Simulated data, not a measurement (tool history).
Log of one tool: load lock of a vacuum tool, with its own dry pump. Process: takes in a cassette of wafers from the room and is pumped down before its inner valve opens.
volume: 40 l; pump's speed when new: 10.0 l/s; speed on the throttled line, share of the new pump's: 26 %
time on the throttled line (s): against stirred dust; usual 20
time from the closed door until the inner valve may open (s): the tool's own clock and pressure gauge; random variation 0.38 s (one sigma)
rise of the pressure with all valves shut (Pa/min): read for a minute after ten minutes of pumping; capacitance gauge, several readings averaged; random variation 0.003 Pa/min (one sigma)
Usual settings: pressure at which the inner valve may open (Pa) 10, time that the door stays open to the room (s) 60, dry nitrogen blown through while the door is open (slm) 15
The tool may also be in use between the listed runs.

run,hour,time on the throttled line (s),pressure at which the inner valve may open (Pa),time that the door stays open to the room (s),dry nitrogen blown through while the door is open (slm),"incoming humidity of the room's air, %",time from the closed door until the inner valve may open (s),rise of the pressure with all valves shut (Pa/min)
1,0.0,20,10,60,15,44.4,53.0,0.026
2,127.3,11,10,60,15,43.1,46.4,0.020
3,255.0,11,10,60,15,43.8,46.6,0.022
4,345.7,11,10,60,15,47.2,46.0,0.025
5,499.4,20,10,60,15,41.2,53.5,0.020
6,681.2,20,10,60,15,43.9,52.6,0.030
7,804.7,20,10,60,15,44.5,53.5,0.028
8,880.0,20,10,60,15,44.7,52.5,0.027
9,1010.6,20,10,60,17,46.9,53.5,0.027
10,1137.0,20,10,60,17,47.5,53.6,0.029
11,1313.3,20,10,60,5,48.1,53.0,0.036
12,1453.5,20,10,60,5,45.9,53.5,0.036
13,1587.0,20,10,60,5,46.7,53.2,0.036
14,1716.7,20,10,60,5,46.4,53.4,0.035
15,1793.8,20,10,60,5,45.6,53.4,0.037
16,1879.5,28,10,60,15,48.4,59.1,0.041
17,2053.7,28,16,60,15,41.5,57.4,0.031
18,2170.6,28,16,60,15,43.8,56.5,0.034
19,2318.3,20,10,60,15,44.8,54.4,0.034
20,2439.8,20,13,60,15,43.3,51.8,0.034
21,2571.7,18,13,31,13,44.3,50.8,0.024
22,2688.5,17,13,31,13,43.7,49.7,0.028
23,2842.2,20,10,182,15,46.7,53.6,0.050
24,3020.1,20,10,33,5,47.0,53.2,0.038
25,3182.6,20,10,33,5,42.8,53.9,0.038
26,3353.0,20,10,131,15,44.4,53.9,0.049
27,3494.7,20,10,131,15,43.6,54.4,0.044
28,3626.3,20,12,54,15,48.6,52.6,0.039
29,3764.5,12,15,39,39,43.0,46.2,0.033
30,3909.9,20,10,92,30,44.6,53.7,0.036
31,4046.5,20,10,92,30,42.8,53.5,0.036
32,4165.2,20,10,92,30,45.1,53.9,0.037
33,4265.1,12,15,60,15,45.9,46.3,0.045
34,4437.8,12,15,60,15,41.7,45.7,0.045
35,4570.8,12,15,60,15,44.1,45.9,0.042
36,4749.0,12,15,60,15,45.1,46.2,0.047
37,4878.3,12,15,60,15,41.5,46.7,0.043

Forecast each of these 4 alternatives for the next run:
A,5011.2,20,10,60,18,45.2,?,?
B,5011.2,12,15,29,23,45.7,?,?
C,5011.2,12,8,60,9,41.2,?,?
D,5011.2,20,15,60,4,43.2,?,?

run,time from the closed door until the inner valve may open (s),rise of the pressure with all valves shut (Pa/min)
A,54.0,0.044
B,46.8,0.040
C,49.2,0.047
D,52.4,0.054
Without the tool's hidden state the same runs would have given:
run,time from the closed door until the inner valve may open (s),rise of the pressure with all valves shut (Pa/min)
A,51.6,0.017
B,44.4,0.012
C,46.6,0.020
D,50.1,0.027

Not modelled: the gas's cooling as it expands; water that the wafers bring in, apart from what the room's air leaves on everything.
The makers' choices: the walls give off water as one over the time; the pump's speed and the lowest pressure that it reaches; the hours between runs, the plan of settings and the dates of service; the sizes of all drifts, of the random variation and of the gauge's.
